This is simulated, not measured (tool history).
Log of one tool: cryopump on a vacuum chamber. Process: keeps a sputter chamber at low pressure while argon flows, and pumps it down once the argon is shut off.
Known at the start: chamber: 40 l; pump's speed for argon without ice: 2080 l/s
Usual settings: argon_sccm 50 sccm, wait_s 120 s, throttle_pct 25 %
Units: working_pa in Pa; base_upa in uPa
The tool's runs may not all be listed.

run 1 hour=0 | argon_sccm=50 wait_s=120 throttle_pct=25 | working_pa=0.1638 base_upa=1.51
run 2 hour=12.4 | argon_sccm=50 wait_s=120 throttle_pct=25 | working_pa=0.1632 base_upa=1.5
run 3 hour=21.6 | argon_sccm=50 wait_s=120 throttle_pct=25 | working_pa=0.1643 base_upa=1.52
run 4 hour=35.8 | argon_sccm=50 wait_s=120 throttle_pct=25 | working_pa=0.1639 base_upa=1.48
run 5 hour=49.7 | argon_sccm=50 wait_s=25 throttle_pct=25 | working_pa=0.1638 base_upa=2.01
run 6 hour=57.5 | argon_sccm=50 wait_s=25 throttle_pct=25 | working_pa=0.1629 base_upa=2.05
run 7 hour=73.8 | argon_sccm=50 wait_s=25 throttle_pct=25 | working_pa=0.1638 base_upa=1.97
run 8 hour=86.7 | argon_sccm=50 wait_s=25 throttle_pct=25 | working_pa=0.1634 base_upa=2.01
run 9 hour=101.4 | argon_sccm=82 wait_s=38 throttle_pct=25 | working_pa=0.2707 base_upa=1.78
run 10 hour=112.1 | argon_sccm=94 wait_s=26 throttle_pct=59 | working_pa=0.1309 base_upa=2.04
run 11 hour=121.9 | argon_sccm=94 wait_s=26 throttle_pct=59 | working_pa=0.133 base_upa=1.95
run 12 hour=131 | argon_sccm=94 wait_s=37 throttle_pct=25 | working_pa=0.3095 base_upa=1.81
run 13 hour=143.5 | argon_sccm=33 wait_s=120 throttle_pct=32 | working_pa=0.0853 base_upa=1.53
run 14 hour=159.5 | argon_sccm=61 wait_s=106 throttle_pct=57 | working_pa=0.0896 base_upa=1.58
run 15 hour=176.4 | argon_sccm=23 wait_s=136 throttle_pct=31 | working_pa=0.0607 base_upa=1.52

Hidden state or all else? Some run-to-run changes of working_pa, split into what the settings, what came in and random variation would give without the hidden state, and what is left for the hidden state (with any gauge scatter that isn't in both results):
The hidden state here: pump's speed, % of a pump's without ice; cold plate's temperature, K; leak into the chamber, uPa l/s; drift of the gauge itself on working_pa, %; drift of the gauge itself on base_upa, %.
Run 12 -> 13: argon_sccm 94 -> 33, wait_s 37 -> 120, throttle_pct 25 -> 32. working_pa -0.2242 Pa: hidden state -0.0019, all else -0.2223.

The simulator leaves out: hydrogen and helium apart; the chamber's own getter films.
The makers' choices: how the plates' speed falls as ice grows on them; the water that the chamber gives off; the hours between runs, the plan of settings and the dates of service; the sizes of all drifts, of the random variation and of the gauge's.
